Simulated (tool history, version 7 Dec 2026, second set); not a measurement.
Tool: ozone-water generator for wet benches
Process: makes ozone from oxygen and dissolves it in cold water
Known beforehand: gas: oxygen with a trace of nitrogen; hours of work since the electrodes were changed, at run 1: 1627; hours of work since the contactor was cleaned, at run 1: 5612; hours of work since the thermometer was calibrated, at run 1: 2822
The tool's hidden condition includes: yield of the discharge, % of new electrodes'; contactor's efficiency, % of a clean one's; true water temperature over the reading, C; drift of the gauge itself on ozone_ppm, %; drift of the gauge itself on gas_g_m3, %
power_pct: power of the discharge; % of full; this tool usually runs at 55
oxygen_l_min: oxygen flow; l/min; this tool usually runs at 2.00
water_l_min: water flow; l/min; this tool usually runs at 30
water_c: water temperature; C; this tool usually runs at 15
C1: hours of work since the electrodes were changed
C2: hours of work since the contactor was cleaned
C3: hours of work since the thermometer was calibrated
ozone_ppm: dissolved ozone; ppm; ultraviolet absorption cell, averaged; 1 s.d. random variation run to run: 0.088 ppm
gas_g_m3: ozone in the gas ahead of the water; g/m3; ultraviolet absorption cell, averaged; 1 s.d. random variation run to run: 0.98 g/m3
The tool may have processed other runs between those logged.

Run 1, hour 0.0: usual settings; C1 1627; C2 5612; C3 2822. Result: ozone_ppm 6.72 ppm, gas_g_m3 165.3 g/m3.
Run 2, hour 51.1: usual settings but water_l_min 20 l/min; C1 1668; C2 5653; C3 2864. Result: ozone_ppm 10.13 ppm, gas_g_m3 166.0 g/m3.
Run 3, hour 115.9: usual settings but water_l_min 20 l/min; C1 1720; C2 5705; C3 2916. Result: ozone_ppm 9.98 ppm, gas_g_m3 165.5 g/m3.
Run 4, hour 219.0: usual settings; C1 1803; C2 5788; C3 2999. Result: ozone_ppm 6.79 ppm, gas_g_m3 166.9 g/m3.
Run 5, hour 299.2: usual settings; C1 1868; C2 5853; C3 3064. Result: ozone_ppm 6.63 ppm, gas_g_m3 165.0 g/m3.
Run 6, hour 362.4: usual settings; C1 1919; C2 5904; C3 3114. Result: ozone_ppm 6.71 ppm, gas_g_m3 163.0 g/m3.
Run 7, hour 428.4: usual settings but water_l_min 23 l/min; C1 1972; C2 5957; C3 3168. Result: ozone_ppm 8.61 ppm, gas_g_m3 163.8 g/m3.
Run 8, hour 541.3: usual settings; C1 2063; C2 6048; C3 3259. Result: ozone_ppm 6.76 ppm, gas_g_m3 163.9 g/m3.
Run 9, hour 647.9: usual settings; C1 2149; C2 6134; C3 3345. Result: ozone_ppm 6.74 ppm, gas_g_m3 165.1 g/m3.
Run 10, hour 764.5: usual settings; C1 2243; C2 6228; C3 3438. Result: ozone_ppm 6.56 ppm, gas_g_m3 163.3 g/m3.
Run 11, hour 817.1: usual settings; C1 2285; C2 6271; C3 3481. Result: ozone_ppm 6.69 ppm, gas_g_m3 164.6 g/m3.
Run 12, hour 920.6: usual settings but power_pct 94 % of full; C1 2369; C2 6354; C3 3564. Result: ozone_ppm 9.37 ppm, gas_g_m3 232.6 g/m3.
Run 13, hour 1004.1: usual settings but power_pct 94 % of full; C1 2436; C2 6421; C3 3632. Result: ozone_ppm 9.41 ppm, gas_g_m3 230.2 g/m3.
Run 14, hour 1077.5: usual settings but power_pct 65 % of full, oxygen_l_min 1.77 l/min, water_l_min 35 l/min, water_c 8 C; C1 2495; C2 6480; C3 3691. Result: ozone_ppm 6.19 ppm, gas_g_m3 199.6 g/m3.
Run 15, hour 1177.7: usual settings but power_pct 65 % of full, oxygen_l_min 1.77 l/min, water_l_min 35 l/min, water_c 8 C; C1 2576; C2 6561; C3 3772. Result: ozone_ppm 6.32 ppm, gas_g_m3 196.7 g/m3.
Run 16, hour 1262.0: usual settings but power_pct 44 % of full, oxygen_l_min 2.20 l/min, water_l_min 33 l/min; C1 2644; C2 6629; C3 3839. Result: ozone_ppm 5.41 ppm, gas_g_m3 132.9 g/m3.
Run 17, hour 1330.1: usual settings but power_pct 44 % of full, oxygen_l_min 2.20 l/min, water_l_min 33 l/min; C1 2699; C2 6684; C3 3894. Result: ozone_ppm 5.31 ppm, gas_g_m3 133.9 g/m3.
Run 18, hour 1420.8: usual settings but power_pct 78 % of full, oxygen_l_min 1.71 l/min; C1 2772; C2 6757; C3 3967. Result: ozone_ppm 8.03 ppm, gas_g_m3 227.2 g/m3.
Run 19, hour 1534.0: usual settings but power_pct 78 % of full, oxygen_l_min 2.40 l/min, water_c 16 C; C1 2863; C2 6848; C3 4059. Result: ozone_ppm 8.50 ppm, gas_g_m3 180.6 g/m3.
Run 20, hour 1639.2: usual settings but oxygen_l_min 2.79 l/min; C1 2948; C2 6933; C3 4144. Result: ozone_ppm 6.93 ppm, gas_g_m3 129.8 g/m3.

4 ways to go on from here, each from the tool as it stands after run 20. What would each give?
Run A, hour 1700.9: usual settings but oxygen_l_min 2.34 l/min; C1 2998; C2 6983; C3 4193. Result: ozone_ppm ?, gas_g_m3 ?.
Run B, hour 1700.9: usual settings but oxygen_l_min 2.79 l/min, water_c 22 C; C1 2998; C2 6983; C3 4193. Result: ozone_ppm ?, gas_g_m3 ?.
Run C, hour 1700.9: usual settings but power_pct 85 % of full, water_l_min 32 l/min, water_c 23 C; C1 2998; C2 6983; C3 4193. Result: ozone_ppm ?, gas_g_m3 ?.
Run D, hour 1700.9: usual settings but power_pct 45 % of full, oxygen_l_min 2.96 l/min, water_l_min 31 l/min; C1 2998; C2 6983; C3 4193. Result: ozone_ppm ?, gas_g_m3 ?.

run  ozone_ppm  gas_g_m3
  A       6.73     147.2
  B       6.44     131.1
  C       7.73     216.3
  D       5.79     110.2
Take away the tool's hidden state, keep each run's random variation, and the runs would have read:
run  ozone_ppm  gas_g_m3
  A       7.56     152.2
  B       7.25     135.5
  C       8.79     226.0
  D       6.49     113.3
